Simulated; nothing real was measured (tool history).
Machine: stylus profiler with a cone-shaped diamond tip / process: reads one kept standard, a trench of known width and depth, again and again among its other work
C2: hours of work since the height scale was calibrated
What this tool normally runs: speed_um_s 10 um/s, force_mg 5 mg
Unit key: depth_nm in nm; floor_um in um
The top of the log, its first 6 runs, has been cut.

{"run": 7, "hour": 116.1, "speed_um_s": 10, "force_mg": 5, "scans with this tip": 4137, "C2": 433, "depth_nm": 511.53, "floor_um": 16.11}
{"run": 8, "hour": 131.1, "speed_um_s": 10, "force_mg": 5, "scans with this tip": 4213, "C2": 441, "depth_nm": 511.64, "floor_um": 16.11}
{"run": 9, "hour": 155.7, "speed_um_s": 10, "force_mg": 5, "scans with this tip": 4338, "C2": 454, "depth_nm": 511.6, "floor_um": 16.05}
{"run": 10, "hour": 182.1, "speed_um_s": 10, "force_mg": 5, "scans with this tip": 4472, "C2": 468, "depth_nm": 511.69, "floor_um": 16.01}
{"run": 11, "hour": 206.4, "speed_um_s": 10, "force_mg": 5, "scans with this tip": 4595, "C2": 481, "depth_nm": 511.69, "floor_um": 16.05}
{"run": 12, "hour": 219.0, "speed_um_s": 10, "force_mg": 5, "scans with this tip": 4660, "C2": 488, "depth_nm": 511.58, "floor_um": 16}
{"run": 13, "hour": 239.6, "speed_um_s": 10, "force_mg": 5, "scans with this tip": 4764, "C2": 499, "depth_nm": 511.69, "floor_um": 15.98}
{"run": 14, "hour": 253.5, "speed_um_s": 10, "force_mg": 5, "scans with this tip": 4835, "C2": 506, "depth_nm": 511.7, "floor_um": 15.97}
{"run": 15, "hour": 274.2, "speed_um_s": 10, "force_mg": 5, "scans with this tip": 4940, "C2": 517, "depth_nm": 511.83, "floor_um": 15.93}
{"run": 16, "hour": 292.8, "speed_um_s": 10, "force_mg": 5, "scans with this tip": 5034, "C2": 527, "depth_nm": 511.72, "floor_um": 15.91}
{"run": 17, "hour": 311.0, "speed_um_s": 16, "force_mg": 9.18, "scans with this tip": 5127, "C2": 537, "depth_nm": 517.33, "floor_um": 15.88}
{"run": 18, "hour": 331.0, "speed_um_s": 11, "force_mg": 13.95, "scans with this tip": 5228, "C2": 548, "depth_nm": 522.63, "floor_um": 15.9}
{"run": 19, "hour": 342.7, "speed_um_s": 9, "force_mg": 5.87, "scans with this tip": 5288, "C2": 554, "depth_nm": 512.98, "floor_um": 15.85}
{"hour": 344.8, "done": "height scale calibrated on a step standard"}
{"run": 20, "hour": 371.5, "speed_um_s": 10, "force_mg": 5, "scans with this tip": 5431, "C2": 14, "depth_nm": 512.02, "floor_um": 15.84}
{"run": 21, "hour": 394.9, "speed_um_s": 29, "force_mg": 5, "scans with this tip": 5550, "C2": 27, "depth_nm": 511.85, "floor_um": 15.77}
{"run": 22, "hour": 414.0, "speed_um_s": 29, "force_mg": 5, "scans with this tip": 5647, "C2": 37, "depth_nm": 512.03, "floor_um": 15.77}
{"run": 23, "hour": 428.9, "speed_um_s": 5, "force_mg": 2.3, "scans with this tip": 5723, "C2": 45, "depth_nm": 507.51, "floor_um": 15.81}
{"run": 24, "hour": 455.5, "speed_um_s": 5, "force_mg": 2.3, "scans with this tip": 5858, "C2": 59, "depth_nm": 507.5, "floor_um": 15.76}
{"run": 25, "hour": 471.4, "speed_um_s": 5, "force_mg": 9.81, "scans with this tip": 5938, "C2": 67, "depth_nm": 518.34, "floor_um": 15.77}
{"hour": 491.3, "done": "height scale calibrated on a step standard, once more"}
{"run": 26, "hour": 497.0, "speed_um_s": 5, "force_mg": 2.99, "scans with this tip": 6066, "C2": 3, "depth_nm": 507.38, "floor_um": 15.75}
{"run": 27, "hour": 510.7, "speed_um_s": 29, "force_mg": 4.36, "scans with this tip": 6136, "C2": 10, "depth_nm": 509.78, "floor_um": 15.64}
{"run": 28, "hour": 534.9, "speed_um_s": 30, "force_mg": 9.37, "scans with this tip": 6259, "C2": 23, "depth_nm": 516.5, "floor_um": 15.62}
{"run": 29, "hour": 558.4, "speed_um_s": 2, "force_mg": 1.89, "scans with this tip": 6378, "C2": 36, "depth_nm": 505.47, "floor_um": 15.66}
{"run": 30, "hour": 581.8, "speed_um_s": 2, "force_mg": 3.81, "scans with this tip": 6496, "C2": 48, "depth_nm": 508.96, "floor_um": 15.65}
{"run": 31, "hour": 608.1, "speed_um_s": 2, "force_mg": 3.81, "scans with this tip": 6630, "C2": 62, "depth_nm": 508.99, "floor_um": 15.58}

Alternative continuations, all from the tool just after run 31; predict every row:
{"run": "A", "hour": 619.9, "speed_um_s": 2, "force_mg": 2.28, "scans with this tip": 6690, "C2": 68, "depth_nm": "?", "floor_um": "?"}
{"run": "B", "hour": 619.9, "speed_um_s": 10, "force_mg": 5.15, "scans with this tip": 6690, "C2": 68, "depth_nm": "?", "floor_um": "?"}
{"run": "C", "hour": 619.9, "speed_um_s": 7, "force_mg": 13.3, "scans with this tip": 6690, "C2": 68, "depth_nm": "?", "floor_um": "?"}
{"run": "D", "hour": 619.9, "speed_um_s": 15, "force_mg": 5, "scans with this tip": 6690, "C2": 68, "depth_nm": "?", "floor_um": "?"}

run=A depth_nm=506.4 floor_um=15.59
run=B depth_nm=510.86 floor_um=15.61
run=C depth_nm=521.08 floor_um=15.64
run=D depth_nm=510.75 floor_um=15.65
Without the tool's hidden state the same runs would have given:
run=A depth_nm=506.65 floor_um=16.97
run=B depth_nm=511.12 floor_um=16.98
run=C depth_nm=521.34 floor_um=17.02
run=D depth_nm=511.01 floor_um=17.02

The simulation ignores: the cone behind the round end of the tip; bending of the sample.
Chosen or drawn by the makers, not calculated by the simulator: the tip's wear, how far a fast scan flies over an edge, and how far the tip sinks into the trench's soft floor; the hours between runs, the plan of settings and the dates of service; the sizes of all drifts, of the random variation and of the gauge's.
